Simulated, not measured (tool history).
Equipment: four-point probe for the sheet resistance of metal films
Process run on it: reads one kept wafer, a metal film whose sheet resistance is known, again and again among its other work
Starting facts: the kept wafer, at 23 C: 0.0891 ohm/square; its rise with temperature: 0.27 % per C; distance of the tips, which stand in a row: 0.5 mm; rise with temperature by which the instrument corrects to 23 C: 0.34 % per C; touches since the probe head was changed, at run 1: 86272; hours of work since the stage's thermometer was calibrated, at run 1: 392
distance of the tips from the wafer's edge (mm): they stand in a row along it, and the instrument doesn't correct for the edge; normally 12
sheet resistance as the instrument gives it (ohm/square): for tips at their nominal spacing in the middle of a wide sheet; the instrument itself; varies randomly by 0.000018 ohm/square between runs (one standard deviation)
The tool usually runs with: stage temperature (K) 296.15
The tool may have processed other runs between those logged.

| run | day | stage temperature (K) | distance of the tips from the wafer's edge (mm) | touches since the probe head was changed | hours of work since the stage's thermometer was calibrated | sheet resistance as the instrument gives it (ohm/square) |
|---|---|---|---|---|---|---|
| 1 | 0 | 296.15 | 12 | 86272 | 392 | 0.088608 |
| 2 | 0.579 | 296.15 | 12 | 87040 | 401 | 0.088563 |
| 3 | 0.942 | 296.15 | 12 | 87518 | 407 | 0.088578 |
| 4 | 1.258 | 296.15 | 12 | 87940 | 413 | 0.08853 |
| 5 | 1.629 | 296.15 | 12 | 88430 | 419 | 0.08859 |
| 6 | 2.004 | 296.15 | 12 | 88928 | 425 | 0.088571 |
| 7 | 2.608 | 296.15 | 12 | 89726 | 435 | 0.088556 |
| 8 | 3.067 | 296.15 | 12 | 90331 | 443 | 0.088569 |
| 9 | 3.733 | 294.15 | 12 | 91216 | 454 | 0.088678 |
| 10 | 4.017 | 294.15 | 12 | 91592 | 459 | 0.088661 |
| 11 | 4.521 | 294.15 | 12 | 92260 | 468 | 0.088671 |
| 12 | 5.029 | 296.15 | 12 | 92930 | 476 | 0.088502 |
| 13 | 5.542 | 296.15 | 12 | 93608 | 485 | 0.088519 |
| 14 | 6.1 | 304.15 | 39 | 94347 | 494 | 0.087945 |
| 15 | 6.429 | 291.15 | 39 | 94786 | 500 | 0.088769 |
| 16 | 6.804 | 298.15 | 4 | 95279 | 506 | 0.089026 |
| 17 | 7.446 | 298.15 | 4 | 96131 | 517 | 0.089011 |
| 18 | 7.975 | 298.15 | 4 | 96832 | 525 | 0.089004 |
| 19 | 8.567 | 296.15 | 29 | 97611 | 535 | 0.088419 |

Forecast run 20:
| 20 | 8.888 | 298.15 | 4 | 98038 | 541 | ? |

sheet resistance as the instrument gives it (ohm/square): 0.08901
If the tool had no hidden condition, the same run with the same run-to-run variation would have returned sheet resistance as the instrument gives it (ohm/square) 0.089709.

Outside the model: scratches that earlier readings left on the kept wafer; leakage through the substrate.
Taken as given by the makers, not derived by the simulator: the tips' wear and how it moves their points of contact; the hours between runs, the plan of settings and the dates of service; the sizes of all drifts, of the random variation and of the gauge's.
